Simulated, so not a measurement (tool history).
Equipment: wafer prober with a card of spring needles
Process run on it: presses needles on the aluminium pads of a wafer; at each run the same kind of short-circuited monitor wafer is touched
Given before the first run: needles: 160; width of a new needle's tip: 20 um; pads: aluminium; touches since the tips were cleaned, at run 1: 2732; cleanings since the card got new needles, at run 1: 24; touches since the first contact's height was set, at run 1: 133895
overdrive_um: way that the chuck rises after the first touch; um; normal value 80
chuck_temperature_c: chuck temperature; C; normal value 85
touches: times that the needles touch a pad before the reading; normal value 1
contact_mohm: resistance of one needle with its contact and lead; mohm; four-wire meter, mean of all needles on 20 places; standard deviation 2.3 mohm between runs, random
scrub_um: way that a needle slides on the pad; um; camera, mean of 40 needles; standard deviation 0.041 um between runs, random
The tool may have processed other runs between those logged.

run	hour	overdrive_um	chuck_temperature_c	touches	touches since the tips were cleaned	cleanings since the card got new needles	touches since the first contact's height was set	contact_mohm	scrub_um
1	0	80	85	1	2732	24	133895	296	13.34
# hour 6.5: tips cleaned on abrasive film
2	11.6	90	85	1	2166	25	138767	283	14.99
# hour 18.9: tips cleaned on abrasive film
3	27.9	90	85	1	3815	26	145611	291	14.98
# hour 31.5: tips cleaned on abrasive film
# hour 43.7: tips cleaned on abrasive film
4	43.7	80	85	1	0	28	152184	267	13.28
5	51.4	80	85	1	3236	28	155420	295	13.29
# hour 56.9: tips cleaned on abrasive film
6	61.9	80	85	1	2127	29	159844	285	13.21
# hour 69: tips cleaned on abrasive film
7	73.1	80	85	1	1737	30	164527	286	13.18
# hour 81.5: tips cleaned on abrasive film
8	89.7	80	85	1	3469	31	171495	299	13.18
# hour 94.5: tips cleaned on abrasive film
9	104.7	80	85	1	4317	32	177770	305	13.19
# hour 107.1: tips cleaned on abrasive film
# hour 120.1: tips cleaned on abrasive film
10	121.1	80	85	1	392	34	184614	273	13.14
11	129.7	80	85	1	4041	34	188263	301	13.04
# hour 133.7: tips cleaned on abrasive film
12	138.8	80	85	1	2164	35	192048	291	13.09
# hour 145.8: tips cleaned on abrasive film
13	148.8	80	85	2	1254	36	196235	277	13.09
# hour 157.9: tips cleaned on abrasive film
14	167.2	80	85	1	3933	37	203959	306	13.04
# hour 170.7: tips cleaned on abrasive film
15	177.5	80	85	1	2839	38	208263	297	13.06
# hour 183.3: tips cleaned on abrasive film
16	193.6	80	85	2	4386	39	215054	293	12.97
# hour 195.4: tips cleaned on abrasive film
17	204.3	80	54	1	3755	40	219496	294	13.02
# hour 207.9: tips cleaned on abrasive film
18	211.8	84	27	1	1671	41	222650	269	13.65
19	219.5	80	65	2	4920	41	225899	284	13
# hour 220.5: tips cleaned on abrasive film
20	230	80	65	2	4027	42	230302	281	12.96
# hour 234: tips cleaned on abrasive film
# hour 246.3: tips cleaned on abrasive film
21	246.3	76	65	2	0	44	237085	261	12.23
# hour 258.6: tips cleaned on abrasive film
22	260.8	99	85	3	915	45	243158	260	16.14
23	270.2	79	85	1	4890	45	247133	307	12.73
# hour 271.3: tips cleaned on abrasive film
# hour 271.6: height of the first contact set anew
# hour 283.7: tips cleaned on abrasive film
24	283.7	96	65	2	0	47	5068	255	16.6
25	292.2	97	115	2	3607	47	8675	286	16.67
# hour 296.9: tips cleaned on abrasive film
# hour 310: tips cleaned on abrasive film
26	310.6	97	115	2	259	49	16341	271	16.67
27	321.3	67	85	3	4764	49	20846	285	11.45
# hour 322.5: tips cleaned on abrasive film
# hour 335: tips cleaned on abrasive film
28	336.5	97	43	2	637	51	27198	254	16.53
# hour 348.1: tips cleaned on abrasive film
29	353.8	97	105	2	2383	52	34456	277	16.67
# hour 360.2: tips cleaned on abrasive film
30	367.8	97	105	2	3201	53	40315	280	16.62
# hour 373.1: tips cleaned on abrasive film
31	378.2	90	44	2	2145	54	44679	262	15.31
# hour 385.2: tips cleaned on abrasive film
32	395.5	84	56	1	4364	55	51960	292	14.25
# hour 397.3: tips cleaned on abrasive film
# hour 410.3: tips cleaned on abrasive film
33	413.6	75	74	1	1366	57	59489	284	12.69

Across each entry between runs, compare the hidden state at the last listed run before it with the hidden state at the first listed run after it:
Run 1 -> run 2: tips cleaned on abrasive film (hour 6.5)
  debris on the tips, nm: 92.5 -> 82.6; way that the needles fall short of the set height, um: 2.81 -> 2.92; tips' diameter, um: 20.98 -> 21.02
  measured less the result without the state, contact_mohm: +33 -> +24 mohm; scrub_um: -0.48 -> -0.5 um
Run 2 -> run 3: tips cleaned on abrasive film (hour 18.9)
  debris on the tips, nm: 82.6 -> 107.2; way that the needles fall short of the set height, um: 2.92 -> 3.01; tips' diameter, um: 21.02 -> 21.05
  measured less the result without the state, contact_mohm: +24 -> +31 mohm; scrub_um: -0.5 -> -0.52 um
Run 3 -> run 4: tips cleaned on abrasive film (hour 31.5); tips cleaned on abrasive film (hour 43.7)
  debris on the tips, nm: 107.2 -> 13.4; way that the needles fall short of the set height, um: 3.01 -> 3.21; tips' diameter, um: 21.05 -> 21.12
  measured less the result without the state, contact_mohm: +31 -> +6 mohm; scrub_um: -0.52 -> -0.55 um
Run 5 -> run 6: tips cleaned on abrasive film (hour 56.9)
  debris on the tips, nm: 99.6 -> 73.8; way that the needles fall short of the set height, um: 3.21 -> 3.35; tips' diameter, um: 21.12 -> 21.17
  measured less the result without the state, contact_mohm: +37 -> +27 mohm; scrub_um: -0.56 -> -0.57 um
Run 6 -> run 7: tips cleaned on abrasive film (hour 69)
  debris on the tips, nm: 73.8 -> 67.1; way that the needles fall short of the set height, um: 3.35 -> 3.46; tips' diameter, um: 21.17 -> 21.21
  measured less the result without the state, contact_mohm: +27 -> +26 mohm; scrub_um: -0.57 -> -0.6 um
Run 7 -> run 8: tips cleaned on abrasive film (hour 81.5)
  debris on the tips, nm: 67.1 -> 101.7; way that the needles fall short of the set height, um: 3.46 -> 3.55; tips' diameter, um: 21.21 -> 21.24
  measured less the result without the state, contact_mohm: +26 -> +38 mohm; scrub_um: -0.6 -> -0.62 um
Run 8 -> run 9: tips cleaned on abrasive film (hour 94.5)
  debris on the tips, nm: 101.7 -> 109.2; way that the needles fall short of the set height, um: 3.55 -> 3.68; tips' diameter, um: 21.24 -> 21.29
  measured less the result without the state, contact_mohm: +38 -> +41 mohm; scrub_um: -0.62 -> -0.64 um
Run 9 -> run 10: tips cleaned on abrasive film (hour 107.1); tips cleaned on abrasive film (hour 120.1)
  debris on the tips, nm: 109.2 -> 29; way that the needles fall short of the set height, um: 3.68 -> 3.94; tips' diameter, um: 21.29 -> 21.38
  measured less the result without the state, contact_mohm: +41 -> +12 mohm; scrub_um: -0.64 -> -0.68 um
Run 11 -> run 12: tips cleaned on abrasive film (hour 133.7)
  debris on the tips, nm: 107.8 -> 81.8; way that the needles fall short of the set height, um: 3.94 -> 4.04; tips' diameter, um: 21.38 -> 21.41
  measured less the result without the state, contact_mohm: +41 -> +31 mohm; scrub_um: -0.68 -> -0.69 um
Run 12 -> run 13: tips cleaned on abrasive film (hour 145.8)
  debris on the tips, nm: 81.8 -> 50.4; way that the needles fall short of the set height, um: 4.04 -> 4.15; tips' diameter, um: 21.41 -> 21.45
  measured less the result without the state, contact_mohm: +31 -> +14 mohm; scrub_um: -0.69 -> -0.72 um
Run 13 -> run 14: tips cleaned on abrasive film (hour 157.9)
  debris on the tips, nm: 50.4 -> 105.5; way that the needles fall short of the set height, um: 4.15 -> 4.24; tips' diameter, um: 21.45 -> 21.49
  measured less the result without the state, contact_mohm: +14 -> +41 mohm; scrub_um: -0.72 -> -0.74 um
Run 14 -> run 15: tips cleaned on abrasive film (hour 170.7)
  debris on the tips, nm: 105.5 -> 90.9; way that the needles fall short of the set height, um: 4.24 -> 4.38; tips' diameter, um: 21.49 -> 21.53
  measured less the result without the state, contact_mohm: +41 -> +36 mohm; scrub_um: -0.74 -> -0.76 um
Run 15 -> run 16: tips cleaned on abrasive film (hour 183.3)
  debris on the tips, nm: 90.9 -> 112.2; way that the needles fall short of the set height, um: 4.38 -> 4.47; tips' diameter, um: 21.53 -> 21.56
  measured less the result without the state, contact_mohm: +36 -> +28 mohm; scrub_um: -0.76 -> -0.77 um
Run 16 -> run 17: tips cleaned on abrasive film (hour 195.4)
  debris on the tips, nm: 112.2 -> 107; way that the needles fall short of the set height, um: 4.47 -> 4.56; tips' diameter, um: 21.56 -> 21.6
  measured less the result without the state, contact_mohm: +28 -> +44 mohm; scrub_um: -0.77 -> -0.79 um
Run 17 -> run 18: tips cleaned on abrasive film (hour 207.9)
  debris on the tips, nm: 107 -> 62.8; way that the needles fall short of the set height, um: 4.56 -> 4.65; tips' diameter, um: 21.6 -> 21.63
  measured less the result without the state, contact_mohm: +44 -> +25 mohm; scrub_um: -0.79 -> -0.8 um
Run 19 -> run 20: tips cleaned on abrasive film (hour 220.5)
  debris on the tips, nm: 113 -> 106.6; way that the needles fall short of the set height, um: 4.65 -> 4.75; tips' diameter, um: 21.63 -> 21.66
  measured less the result without the state, contact_mohm: +28 -> +27 mohm; scrub_um: -0.81 -> -0.82 um
Run 20 -> run 21: tips cleaned on abrasive film (hour 234); tips cleaned on abrasive film (hour 246.3)
  debris on the tips, nm: 106.6 -> 9.5; way that the needles fall short of the set height, um: 4.75 -> 4.93; tips' diameter, um: 21.66 -> 21.73
  measured less the result without the state, contact_mohm: +27 -> +5 mohm; scrub_um: -0.82 -> -0.85 um
Run 21 -> run 22: tips cleaned on abrasive film (hour 258.6)
  debris on the tips, nm: 9.5 -> 41.4; way that the needles fall short of the set height, um: 4.93 -> 5.08; tips' diameter, um: 21.73 -> 21.78
  measured less the result without the state, contact_mohm: +5 -> +5 mohm; scrub_um: -0.85 -> -0.88 um
Run 23 -> run 24: tips cleaned on abrasive film (hour 271.3); height of the first contact set anew (hour 271.6); tips cleaned on abrasive film (hour 283.7)
  debris on the tips, nm: 116.4 -> 12.4; way that the needles fall short of the set height, um: 5.08 -> 0.11; tips' diameter, um: 21.78 -> 21.87
  measured less the result without the state, contact_mohm: +47 -> +3 mohm; scrub_um: -0.88 -> -0.02 um
Run 25 -> run 26: tips cleaned on abrasive film (hour 296.9); tips cleaned on abrasive film (hour 310)
  debris on the tips, nm: 102 -> 24.7; way that the needles fall short of the set height, um: 0.11 -> 0.32; tips' diameter, um: 21.87 -> 21.94
  measured less the result without the state, contact_mohm: +16 -> +5 mohm; scrub_um: -0.02 -> -0.06 um
Run 27 -> run 28: tips cleaned on abrasive film (hour 322.5); tips cleaned on abrasive film (hour 335)
  debris on the tips, nm: 114.6 -> 34.2; way that the needles fall short of the set height, um: 0.32 -> 0.61; tips' diameter, um: 21.94 -> 22.04
  measured less the result without the state, contact_mohm: +21 -> +7 mohm; scrub_um: -0.05 -> -0.1 um
Run 28 -> run 29: tips cleaned on abrasive film (hour 348.1)
  debris on the tips, nm: 34.2 -> 84.4; way that the needles fall short of the set height, um: 0.61 -> 0.75; tips' diameter, um: 22.04 -> 22.09
  measured less the result without the state, contact_mohm: +7 -> +14 mohm; scrub_um: -0.1 -> -0.13 um
Run 29 -> run 30: tips cleaned on abrasive film (hour 360.2)
  debris on the tips, nm: 84.4 -> 94.5; way that the needles fall short of the set height, um: 0.75 -> 0.88; tips' diameter, um: 22.09 -> 22.13
  measured less the result without the state, contact_mohm: +14 -> +15 mohm; scrub_um: -0.13 -> -0.15 um
Run 30 -> run 31: tips cleaned on abrasive film (hour 373.1)
  debris on the tips, nm: 94.5 -> 76.3; way that the needles fall short of the set height, um: 0.88 -> 1.03; tips' diameter, um: 22.13 -> 22.19
  measured less the result without the state, contact_mohm: +15 -> +15 mohm; scrub_um: -0.15 -> -0.17 um
Run 31 -> run 32: tips cleaned on abrasive film (hour 385.2)
  debris on the tips, nm: 76.3 -> 111.6; way that the needles fall short of the set height, um: 1.03 -> 1.16; tips' diameter, um: 22.19 -> 22.23
  measured less the result without the state, contact_mohm: +15 -> +40 mohm; scrub_um: -0.17 -> -0.2 um
Run 32 -> run 33: tips cleaned on abrasive film (hour 397.3); tips cleaned on abrasive film (hour 410.3)
  debris on the tips, nm: 111.6 -> 53.6; way that the needles fall short of the set height, um: 1.16 -> 1.41; tips' diameter, um: 22.23 -> 22.32
  measured less the result without the state, contact_mohm: +40 -> +24 mohm; scrub_um: -0.2 -> -0.25 um
